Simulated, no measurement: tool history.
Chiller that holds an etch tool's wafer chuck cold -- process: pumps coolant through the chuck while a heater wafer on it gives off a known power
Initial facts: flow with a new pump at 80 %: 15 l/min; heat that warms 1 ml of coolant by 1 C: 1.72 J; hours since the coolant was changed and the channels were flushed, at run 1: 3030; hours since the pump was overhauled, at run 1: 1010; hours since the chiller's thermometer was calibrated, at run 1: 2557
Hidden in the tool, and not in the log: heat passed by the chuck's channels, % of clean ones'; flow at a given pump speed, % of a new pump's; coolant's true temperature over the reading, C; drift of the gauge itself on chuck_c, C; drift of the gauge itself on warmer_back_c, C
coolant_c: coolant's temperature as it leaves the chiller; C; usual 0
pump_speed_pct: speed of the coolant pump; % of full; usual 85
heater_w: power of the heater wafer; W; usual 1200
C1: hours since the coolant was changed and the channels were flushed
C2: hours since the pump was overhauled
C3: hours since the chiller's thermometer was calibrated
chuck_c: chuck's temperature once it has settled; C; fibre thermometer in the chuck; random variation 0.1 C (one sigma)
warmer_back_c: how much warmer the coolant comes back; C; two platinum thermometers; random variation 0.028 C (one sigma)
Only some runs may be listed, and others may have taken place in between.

{"run": 1, "hour": 0.0, "coolant_c": 0, "pump_speed_pct": 85, "heater_w": 1200, "C1": 3030, "C2": 1010, "C3": 2557, "chuck_c": 8.8, "warmer_back_c": 2.62}
{"run": 2, "hour": 26.2, "coolant_c": 0, "pump_speed_pct": 85, "heater_w": 1200, "C1": 3056, "C2": 1036, "C3": 2583, "chuck_c": 8.9, "warmer_back_c": 2.62}
{"run": 3, "hour": 47.1, "coolant_c": 0, "pump_speed_pct": 85, "heater_w": 1729, "C1": 3077, "C2": 1057, "C3": 2604, "chuck_c": 12.5, "warmer_back_c": 3.8}
{"run": 4, "hour": 71.5, "coolant_c": 0, "pump_speed_pct": 85, "heater_w": 1278, "C1": 3101, "C2": 1081, "C3": 2629, "chuck_c": 9.2, "warmer_back_c": 2.8}
{"run": 5, "hour": 115.6, "coolant_c": 0, "pump_speed_pct": 85, "heater_w": 1278, "C1": 3145, "C2": 1125, "C3": 2673, "chuck_c": 9.1, "warmer_back_c": 2.78}
{"run": 6, "hour": 147.7, "coolant_c": 0, "pump_speed_pct": 85, "heater_w": 1278, "C1": 3177, "C2": 1157, "C3": 2705, "chuck_c": 9.3, "warmer_back_c": 2.81}
{"run": 7, "hour": 170.2, "coolant_c": 0, "pump_speed_pct": 85, "heater_w": 1278, "C1": 3200, "C2": 1180, "C3": 2727, "chuck_c": 9.2, "warmer_back_c": 2.86}
{"run": 8, "hour": 212.5, "coolant_c": 0, "pump_speed_pct": 85, "heater_w": 1200, "C1": 3242, "C2": 1222, "C3": 2770, "chuck_c": 8.6, "warmer_back_c": 2.66}
{"run": 9, "hour": 235.7, "coolant_c": 0, "pump_speed_pct": 85, "heater_w": 1200, "C1": 3265, "C2": 1245, "C3": 2793, "chuck_c": 8.5, "warmer_back_c": 2.68}
{"run": 10, "hour": 276.3, "coolant_c": 0, "pump_speed_pct": 85, "heater_w": 1200, "C1": 3306, "C2": 1286, "C3": 2833, "chuck_c": 8.7, "warmer_back_c": 2.66}
{"run": 11, "hour": 313.8, "coolant_c": 0, "pump_speed_pct": 85, "heater_w": 1200, "C1": 3343, "C2": 1323, "C3": 2871, "chuck_c": 8.6, "warmer_back_c": 2.73}
{"run": 12, "hour": 342.5, "coolant_c": 0, "pump_speed_pct": 85, "heater_w": 1200, "C1": 3372, "C2": 1352, "C3": 2900, "chuck_c": 8.8, "warmer_back_c": 2.72}
{"run": 13, "hour": 366.7, "coolant_c": 0, "pump_speed_pct": 85, "heater_w": 1200, "C1": 3396, "C2": 1376, "C3": 2924, "chuck_c": 8.7, "warmer_back_c": 2.69}
{"run": 14, "hour": 415.1, "coolant_c": 0, "pump_speed_pct": 85, "heater_w": 1200, "C1": 3445, "C2": 1425, "C3": 2972, "chuck_c": 8.7, "warmer_back_c": 2.73}
{"run": 15, "hour": 444.0, "coolant_c": 0, "pump_speed_pct": 85, "heater_w": 1200, "C1": 3474, "C2": 1453, "C3": 3001, "chuck_c": 8.7, "warmer_back_c": 2.75}
{"run": 16, "hour": 470.6, "coolant_c": 0, "pump_speed_pct": 85, "heater_w": 1200, "C1": 3500, "C2": 1480, "C3": 3028, "chuck_c": 8.6, "warmer_back_c": 2.78}
{"run": 17, "hour": 516.6, "coolant_c": 0, "pump_speed_pct": 85, "heater_w": 1200, "C1": 3546, "C2": 1526, "C3": 3074, "chuck_c": 8.7, "warmer_back_c": 2.79}
{"run": 18, "hour": 545.8, "coolant_c": -2, "pump_speed_pct": 65, "heater_w": 1764, "C1": 3575, "C2": 1555, "C3": 3103, "chuck_c": 13.4, "warmer_back_c": 5.3}
{"run": 19, "hour": 572.5, "coolant_c": -2, "pump_speed_pct": 65, "heater_w": 1764, "C1": 3602, "C2": 1582, "C3": 3130, "chuck_c": 13.5, "warmer_back_c": 5.27}
{"run": 20, "hour": 601.7, "coolant_c": 0, "pump_speed_pct": 87, "heater_w": 1200, "C1": 3631, "C2": 1611, "C3": 3159, "chuck_c": 8.5, "warmer_back_c": 2.68}
{"run": 21, "hour": 635.1, "coolant_c": -9, "pump_speed_pct": 87, "heater_w": 1138, "C1": 3665, "C2": 1645, "C3": 3192, "chuck_c": -0.9, "warmer_back_c": 2.6}
{"run": 22, "hour": 666.7, "coolant_c": 0, "pump_speed_pct": 94, "heater_w": 746, "C1": 3696, "C2": 1676, "C3": 3224, "chuck_c": 4.9, "warmer_back_c": 1.65}
{"run": 23, "hour": 688.6, "coolant_c": 0, "pump_speed_pct": 94, "heater_w": 746, "C1": 3718, "C2": 1698, "C3": 3246, "chuck_c": 4.9, "warmer_back_c": 1.68}
{"run": 24, "hour": 717.1, "coolant_c": -7, "pump_speed_pct": 64, "heater_w": 791, "C1": 3747, "C2": 1727, "C3": 3274, "chuck_c": -0.1, "warmer_back_c": 2.56}
{"run": 25, "hour": 739.8, "coolant_c": -8, "pump_speed_pct": 70, "heater_w": 1194, "C1": 3769, "C2": 1749, "C3": 3297, "chuck_c": 1.9, "warmer_back_c": 3.46}
{"run": 26, "hour": 769.5, "coolant_c": 9, "pump_speed_pct": 85, "heater_w": 1200, "C1": 3799, "C2": 1779, "C3": 3327, "chuck_c": 17.9, "warmer_back_c": 2.87}
{"run": 27, "hour": 808.4, "coolant_c": 9, "pump_speed_pct": 85, "heater_w": 1200, "C1": 3838, "C2": 1818, "C3": 3366, "chuck_c": 17.7, "warmer_back_c": 2.86}
{"run": 28, "hour": 835.2, "coolant_c": 0, "pump_speed_pct": 85, "heater_w": 1161, "C1": 3865, "C2": 1845, "C3": 3392, "chuck_c": 8.5, "warmer_back_c": 2.79}
{"run": 29, "hour": 871.3, "coolant_c": 0, "pump_speed_pct": 85, "heater_w": 1161, "C1": 3901, "C2": 1881, "C3": 3428, "chuck_c": 8.3, "warmer_back_c": 2.8}
{"run": 30, "hour": 900.8, "coolant_c": 2, "pump_speed_pct": 62, "heater_w": 1200, "C1": 3930, "C2": 1910, "C3": 3458, "chuck_c": 12.9, "warmer_back_c": 3.92}
{"run": 31, "hour": 923.7, "coolant_c": 4, "pump_speed_pct": 61, "heater_w": 1200, "C1": 3953, "C2": 1933, "C3": 3481, "chuck_c": 15.0, "warmer_back_c": 4.07}

For some of the steps in warmer_back_c from one run to the next: how much would appear even if the tool had no hidden state, given the settings, what came in and random variation, and how much remains for the hidden state plus any gauge scatter that the measured result and the result without hidden state don't share?
Run 2 -> 3: heater_w 1200 -> 1729. warmer_back_c +1.18 C: hidden state +0.01, all else +1.17.
Run 4 -> 5: nothing adjusted, nothing logged. warmer_back_c -0.02 C: hidden state +0.02, all else -0.04.
Run 10 -> 11: nothing adjusted, nothing logged. warmer_back_c +0.07 C: hidden state +0.02, all else +0.05.
Run 13 -> 14: nothing adjusted, nothing logged. warmer_back_c +0.04 C: hidden state +0.02, all else +0.02.
Run 17 -> 18: coolant_c 0 -> -2, pump_speed_pct 85 -> 65, heater_w 1200 -> 1764. warmer_back_c +2.51 C: hidden state +0.01, all else +2.50.
Run 19 -> 20: coolant_c -2 -> 0, pump_speed_pct 65 -> 87, heater_w 1764 -> 1200. warmer_back_c -2.59 C: hidden state +0.01, all else -2.60.
